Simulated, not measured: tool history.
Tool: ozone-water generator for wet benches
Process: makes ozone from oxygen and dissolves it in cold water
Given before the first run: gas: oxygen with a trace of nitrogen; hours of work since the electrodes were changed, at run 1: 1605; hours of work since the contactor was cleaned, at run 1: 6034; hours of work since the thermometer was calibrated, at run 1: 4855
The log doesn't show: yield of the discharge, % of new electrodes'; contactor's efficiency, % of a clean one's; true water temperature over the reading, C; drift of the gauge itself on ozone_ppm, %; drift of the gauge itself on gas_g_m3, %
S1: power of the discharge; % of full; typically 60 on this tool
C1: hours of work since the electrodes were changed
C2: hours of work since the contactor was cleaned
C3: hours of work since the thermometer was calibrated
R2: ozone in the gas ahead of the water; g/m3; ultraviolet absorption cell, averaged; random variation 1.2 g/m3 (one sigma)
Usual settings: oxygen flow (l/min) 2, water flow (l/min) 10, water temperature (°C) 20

Run 1, hour 0: usual settings; C1 1605; C2 6034; C3 4855. Result: dissolved ozone (ppm) 18.7, R2 222.6 g/m3.
Run 2, hour 92.2: usual settings; C1 1665; C2 6094; C3 4915. Result: dissolved ozone (ppm) 18.9, R2 221.1 g/m3.
Run 3, hour 153.6: usual settings; C1 1705; C2 6135; C3 4955. Result: dissolved ozone (ppm) 18.8, R2 222.2 g/m3.
Run 4, hour 229.9: usual settings; C1 1755; C2 6184; C3 5005. Result: dissolved ozone (ppm) 19.1, R2 221.7 g/m3.
Run 5, hour 283.7: usual settings; C1 1790; C2 6220; C3 5040. Result: dissolved ozone (ppm) 19, R2 221 g/m3.
Run 6, hour 375.9: usual settings; C1 1850; C2 6280; C3 5101. Result: dissolved ozone (ppm) 19.1, R2 221.8 g/m3.
Run 7, hour 473.1: usual settings; C1 1914; C2 6343; C3 5164. Result: dissolved ozone (ppm) 18.8, R2 220.8 g/m3.
Run 8, hour 519.4: usual settings; C1 1944; C2 6374; C3 5194. Result: dissolved ozone (ppm) 18.7, R2 220.5 g/m3.
Run 9, hour 591.5: usual settings; C1 1991; C2 6421; C3 5242. Result: dissolved ozone (ppm) 19, R2 220.7 g/m3.
Run 10, hour 635.5: usual settings but water flow (l/min) 13; C1 2020; C2 6449; C3 5270. Result: dissolved ozone (ppm) 14.8, R2 221 g/m3.
Run 11, hour 704.8: usual settings but water flow (l/min) 13; C1 2065; C2 6495; C3 5316. Result: dissolved ozone (ppm) 14.9, R2 220.3 g/m3.
Run 12, hour 757: usual settings but water temperature (°C) 26; C1 2099; C2 6529; C3 5350. Result: dissolved ozone (ppm) 17.3, R2 219.9 g/m3.
Run 13, hour 855.3: usual settings; C1 2164; C2 6593; C3 5414. Result: dissolved ozone (ppm) 18.8, R2 217.7 g/m3.
Run 14, hour 904.1: usual settings; C1 2196; C2 6625; C3 5446. Result: dissolved ozone (ppm) 19, R2 217.6 g/m3.
Run 15, hour 965.2: usual settings; C1 2235; C2 6665; C3 5486. Result: dissolved ozone (ppm) 18.9, R2 221.6 g/m3.
Run 16, hour 1012.4: usual settings but water temperature (°C) 13; C1 2266; C2 6696; C3 5517. Result: dissolved ozone (ppm) 20.5, R2 220.7 g/m3.
Run 17, hour 1059.1: usual settings but water temperature (°C) 13; C1 2297; C2 6726; C3 5547. Result: dissolved ozone (ppm) 20.3, R2 218.8 g/m3.
Run 18, hour 1113.8: usual settings but water temperature (°C) 13; C1 2333; C2 6762; C3 5583. Result: dissolved ozone (ppm) 20.7, R2 220.8 g/m3.
Run 19, hour 1167.7: usual settings but water temperature (°C) 13; C1 2368; C2 6797; C3 5618. Result: dissolved ozone (ppm) 20.3, R2 219.5 g/m3.
Run 20, hour 1242.3: usual settings but water temperature (°C) 13; C1 2416; C2 6846; C3 5667. Result: dissolved ozone (ppm) 20.1, R2 220.8 g/m3.
Run 21, hour 1310.8: usual settings but oxygen flow (l/min) 2.77, water flow (l/min) 15, water temperature (°C) 13; C1 2461; C2 6891; C3 5712. Result: dissolved ozone (ppm) 14.6, R2 185.6 g/m3.
Run 22, hour 1404.5: usual settings but S1 88 % of full, water flow (l/min) 16; C1 2522; C2 6952; C3 5773. Result: dissolved ozone (ppm) 14.9, R2 274.1 g/m3.
Run 23, hour 1464.3: usual settings but S1 88 % of full, water flow (l/min) 16; C1 2562; C2 6991; C3 5812. Result: dissolved ozone (ppm) 15.1, R2 273.9 g/m3.
Run 24, hour 1512.8: usual settings but S1 88 % of full, water flow (l/min) 16; C1 2593; C2 7023; C3 5844. Result: dissolved ozone (ppm) 15.2, R2 273 g/m3.
Run 25, hour 1559: usual settings but S1 88 % of full, water flow (l/min) 16; C1 2623; C2 7053; C3 5874. Result: dissolved ozone (ppm) 15.3, R2 274.9 g/m3.
Run 26, hour 1652.7: usual settings but S1 98 % of full, oxygen flow (l/min) 1.06, water flow (l/min) 11; C1 2685; C2 7114; C3 5935. Result: dissolved ozone (ppm) 20.4, R2 409.2 g/m3.
Run 27, hour 1705: usual settings but S1 66 % of full, water flow (l/min) 11, water temperature (°C) 27; C1 2719; C2 7148; C3 5969. Result: dissolved ozone (ppm) 16.5, R2 231.9 g/m3.
At hour 1709.9: water thermometer calibrated.
Run 28, hour 1797.7: usual settings but S1 61 % of full, oxygen flow (l/min) 1.45, water flow (l/min) 8, water temperature (°C) 21; C1 2779; C2 7209; C3 57. Result: dissolved ozone (ppm) 21.8, R2 264.2 g/m3.
Run 29, hour 1867.6: usual settings but S1 61 % of full, oxygen flow (l/min) 1.45, water flow (l/min) 8, water temperature (°C) 21; C1 2825; C2 7254; C3 103. Result: dissolved ozone (ppm) 21.6, R2 266 g/m3.
Run 30, hour 1971.1: usual settings but oxygen flow (l/min) 1.08, water temperature (°C) 17; C1 2892; C2 7322; C3 171. Result: dissolved ozone (ppm) 17.4, R2 303.8 g/m3.
Run 31, hour 2068.4: usual settings but S1 99 % of full, water flow (l/min) 11; C1 2956; C2 7386; C3 234. Result: dissolved ozone (ppm) 22.8, R2 291.7 g/m3.
Run 32, hour 2142.6: usual settings but S1 99 % of full, water flow (l/min) 11; C1 3005; C2 7434; C3 283. Result: dissolved ozone (ppm) 22.7, R2 293.9 g/m3.

What if the next run were any one of these 5? Each begins from the tool's condition after run 32:
Run A, hour 2216.1: usual settings but S1 82 % of full, water flow (l/min) 8, water temperature (°C) 25; C1 3053; C2 7482; C3 331. Result: dissolved ozone (ppm) ?, R2 ?.
Run B, hour 2216.1: usual settings but S1 99 % of full, water flow (l/min) 11, water temperature (°C) 23; C1 3053; C2 7482; C3 331. Result: dissolved ozone (ppm) ?, R2 ?.
Run C, hour 2216.1: usual settings but water temperature (°C) 17; C1 3053; C2 7482; C3 331. Result: dissolved ozone (ppm) ?, R2 ?.
Run D, hour 2216.1: usual settings but S1 52 % of full, oxygen flow (l/min) 2.06; C1 3053; C2 7482; C3 331. Result: dissolved ozone (ppm) ?, R2 ?.
Run E, hour 2216.1: usual settings but S1 99 % of full, oxygen flow (l/min) 1.59, water temperature (°C) 17; C1 3053; C2 7482; C3 331. Result: dissolved ozone (ppm) ?, R2 ?.

run  dissolved ozone (ppm)     R2
  A                   24.9  261.5
  B                     22  292.6
  C                   19.1  218.6
  D                   17.3  199.7
  E                   25.2  329.9
The same runs, with their run-to-run variation unchanged, on a tool lacking any hidden condition would have given:
run  dissolved ozone (ppm)     R2
  A                   26.7  270.5
  B                   23.7  303.8
  C                   20.4  224.9
  D                   18.4  204.9
  E                   27.1  342.5
